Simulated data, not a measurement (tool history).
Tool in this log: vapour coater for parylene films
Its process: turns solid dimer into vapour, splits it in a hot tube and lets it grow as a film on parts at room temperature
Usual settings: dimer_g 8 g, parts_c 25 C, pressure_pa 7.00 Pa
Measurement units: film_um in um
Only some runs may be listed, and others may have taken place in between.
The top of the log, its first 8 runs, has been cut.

| run | hour | dimer_g | parts_c | pressure_pa | film_um |
|---|---|---|---|---|---|
| 9 | 178.7 | 8 | 25 | 7.00 | 4.23 |
| 10 | 201.4 | 8 | 25 | 7.00 | 4.20 |
| 11 | 225.4 | 4 | 25 | 7.00 | 2.04 |
| 12 | 245.6 | 4 | 25 | 7.00 | 2.08 |
| 13 | 277.9 | 4 | 25 | 7.00 | 2.03 |
| 14 | 308.6 | 4 | 25 | 7.00 | 2.01 |
| 15 | 335.9 | 8 | 25 | 7.00 | 4.03 |
| 16 | 350.8 | 8 | 25 | 7.00 | 3.99 |
| 17 | 368.7 | 8 | 25 | 8.91 | 3.78 |
| 18 | 386.2 | 8 | 25 | 5.64 | 4.13 |
|  | 394.8 | trap's valve overhauled |
| 19 | 404.0 | 8 | 25 | 5.64 | 4.78 |
| 20 | 425.0 | 8 | 25 | 7.00 | 4.59 |
| 21 | 440.2 | 3 | 32 | 7.00 | 1.34 |
| 22 | 462.6 | 7 | 28 | 3.72 | 4.09 |
| 23 | 483.8 | 13 | 25 | 3.09 | 8.78 |
| 24 | 515.2 | 13 | 25 | 3.09 | 8.89 |
| 25 | 547.7 | 6 | 25 | 5.28 | 3.53 |
| 26 | 573.9 | 5 | 30 | 3.37 | 2.75 |
| 27 | 588.1 | 8 | 30 | 10.88 | 3.30 |
| 28 | 607.1 | 8 | 30 | 10.88 | 3.30 |
| 29 | 626.6 | 9 | 31 | 7.00 | 3.93 |
| 30 | 641.5 | 8 | 19 | 4.55 | 6.06 |
| 31 | 663.2 | 8 | 19 | 4.55 | 5.87 |

Predict the results of run 32:
| 32 | 696.0 | 7 | 22 | 7.28 | ? |

{"run 32": {"film_um": 4.07}}
Without the tool's hidden state the same run would have given film_um 4.23 um.

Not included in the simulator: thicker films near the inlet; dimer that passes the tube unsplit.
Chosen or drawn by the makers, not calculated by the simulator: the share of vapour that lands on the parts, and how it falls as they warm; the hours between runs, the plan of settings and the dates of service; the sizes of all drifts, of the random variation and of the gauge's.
